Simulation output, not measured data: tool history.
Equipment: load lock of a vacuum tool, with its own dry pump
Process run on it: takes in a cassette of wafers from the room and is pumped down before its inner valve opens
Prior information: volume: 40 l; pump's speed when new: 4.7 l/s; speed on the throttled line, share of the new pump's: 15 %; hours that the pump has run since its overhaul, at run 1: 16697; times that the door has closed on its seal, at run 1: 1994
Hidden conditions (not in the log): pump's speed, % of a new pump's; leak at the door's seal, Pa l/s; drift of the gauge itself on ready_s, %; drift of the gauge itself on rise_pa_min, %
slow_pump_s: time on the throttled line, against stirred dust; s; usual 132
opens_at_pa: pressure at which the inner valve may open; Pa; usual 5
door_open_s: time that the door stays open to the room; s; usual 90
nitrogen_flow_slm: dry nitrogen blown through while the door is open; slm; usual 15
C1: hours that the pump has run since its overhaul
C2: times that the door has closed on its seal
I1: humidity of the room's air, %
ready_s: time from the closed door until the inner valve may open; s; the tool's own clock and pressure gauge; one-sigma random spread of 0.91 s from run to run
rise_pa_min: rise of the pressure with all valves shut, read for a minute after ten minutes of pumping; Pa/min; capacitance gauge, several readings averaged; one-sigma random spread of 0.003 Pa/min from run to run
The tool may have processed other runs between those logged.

Run 1, hour 0: usual settings; C1 16697; C2 1994; I1 44. Result: ready_s 209.7 s, rise_pa_min 0.038 Pa/min.
Run 2, hour 173.3: usual settings; C1 16871; C2 2247; I1 45.5. Result: ready_s 208.6 s, rise_pa_min 0.041 Pa/min.
Run 3, hour 358.2: usual settings but nitrogen_flow_slm 13 slm; C1 17056; C2 2517; I1 45.4. Result: ready_s 208.5 s, rise_pa_min 0.042 Pa/min.
Run 4, hour 553.8: usual settings; C1 17251; C2 2803; I1 45.3. Result: ready_s 209.8 s, rise_pa_min 0.043 Pa/min.
Run 5, hour 731: usual settings; C1 17428; C2 3063; I1 46.3. Result: ready_s 210.2 s, rise_pa_min 0.04 Pa/min.
Run 6, hour 928.7: usual settings but nitrogen_flow_slm 44 slm; C1 17626; C2 3351; I1 45.9. Result: ready_s 209.3 s, rise_pa_min 0.028 Pa/min.
Run 7, hour 1029.2: usual settings but slow_pump_s 142 s; C1 17727; C2 3498; I1 43.2. Result: ready_s 217.1 s, rise_pa_min 0.039 Pa/min.
Run 8, hour 1228.8: usual settings but slow_pump_s 142 s; C1 17926; C2 3790; I1 45.9. Result: ready_s 215.3 s, rise_pa_min 0.044 Pa/min.
Run 9, hour 1417: usual settings but nitrogen_flow_slm 24 slm; C1 18114; C2 4065; I1 44. Result: ready_s 209.3 s, rise_pa_min 0.037 Pa/min.
Run 10, hour 1623.2: usual settings but nitrogen_flow_slm 23 slm; C1 18321; C2 4367; I1 46.6. Result: ready_s 207.5 s, rise_pa_min 0.042 Pa/min.
Run 11, hour 1760.2: usual settings but opens_at_pa 6 Pa, door_open_s 103 s, nitrogen_flow_slm 21 slm; C1 18458; C2 4567; I1 45.8. Result: ready_s 207.8 s, rise_pa_min 0.04 Pa/min.
Run 12, hour 1926.9: usual settings but slow_pump_s 181 s, opens_at_pa 6 Pa, door_open_s 103 s, nitrogen_flow_slm 11 slm; C1 18624; C2 4811; I1 47.5. Result: ready_s 247.6 s, rise_pa_min 0.054 Pa/min.
Run 13, hour 2033.1: usual settings but slow_pump_s 181 s, opens_at_pa 6 Pa, door_open_s 103 s, nitrogen_flow_slm 11 slm; C1 18730; C2 4966; I1 42.3. Result: ready_s 250.6 s, rise_pa_min 0.046 Pa/min.
Run 14, hour 2193.7: usual settings but slow_pump_s 181 s, opens_at_pa 6 Pa, door_open_s 103 s, nitrogen_flow_slm 11 slm; C1 18891; C2 5201; I1 46.2. Result: ready_s 249.8 s, rise_pa_min 0.056 Pa/min.
Run 15, hour 2383.1: usual settings but door_open_s 121 s, nitrogen_flow_slm 8 slm; C1 19080; C2 5478; I1 44.6. Result: ready_s 208 s, rise_pa_min 0.064 Pa/min.
Run 16, hour 2522.5: usual settings but slow_pump_s 146 s, door_open_s 34 s, nitrogen_flow_slm 8 slm; C1 19220; C2 5681; I1 44.9. Result: ready_s 222.5 s, rise_pa_min 0.047 Pa/min.
Run 17, hour 2670.4: usual settings but opens_at_pa 9 Pa, door_open_s 40 s; C1 19368; C2 5898; I1 44.2. Result: ready_s 205.3 s, rise_pa_min 0.039 Pa/min.
Run 18, hour 2871.6: usual settings but opens_at_pa 9 Pa, door_open_s 40 s; C1 19569; C2 6192; I1 43.3. Result: ready_s 204.5 s, rise_pa_min 0.044 Pa/min.
Run 19, hour 2971.3: usual settings but door_open_s 159 s, nitrogen_flow_slm 30 slm; C1 19669; C2 6337; I1 46.1. Result: ready_s 209.1 s, rise_pa_min 0.04 Pa/min.
Run 20, hour 3128.1: usual settings but door_open_s 142 s; C1 19826; C2 6567; I1 43.2. Result: ready_s 211.9 s, rise_pa_min 0.06 Pa/min.

Forecast each of these 5 alternatives for the next run:
Run A, hour 3323.8: usual settings but opens_at_pa 7 Pa; C1 20021; C2 6853; I1 47.4. Result: ready_s ?, rise_pa_min ?.
Run B, hour 3323.8: usual settings but slow_pump_s 232 s, opens_at_pa 7 Pa, door_open_s 36 s; C1 20021; C2 6853; I1 45.3. Result: ready_s ?, rise_pa_min ?.
Run C, hour 3323.8: usual settings but opens_at_pa 4 Pa, door_open_s 76 s, nitrogen_flow_slm 5 slm; C1 20021; C2 6853; I1 45.5. Result: ready_s ?, rise_pa_min ?.
Run D, hour 3323.8: usual settings but nitrogen_flow_slm 23 slm; C1 20021; C2 6853; I1 44.9. Result: ready_s ?, rise_pa_min ?.
Run E, hour 3323.8: usual settings but slow_pump_s 154 s, opens_at_pa 9 Pa, door_open_s 93 s; C1 20021; C2 6853; I1 43.7. Result: ready_s ?, rise_pa_min ?.

run  ready_s  rise_pa_min
  A    206.8        0.055
  B    288.1        0.049
  C    212.9        0.067
  D    209.9        0.048
  E    222.2        0.048
Without the tool's unlogged condition, the same runs would have read:
run  ready_s  rise_pa_min
  A    194.8        0.036
  B    279.1        0.031
  C    199.9        0.048
  D    197.3        0.029
  E    211.4        0.029
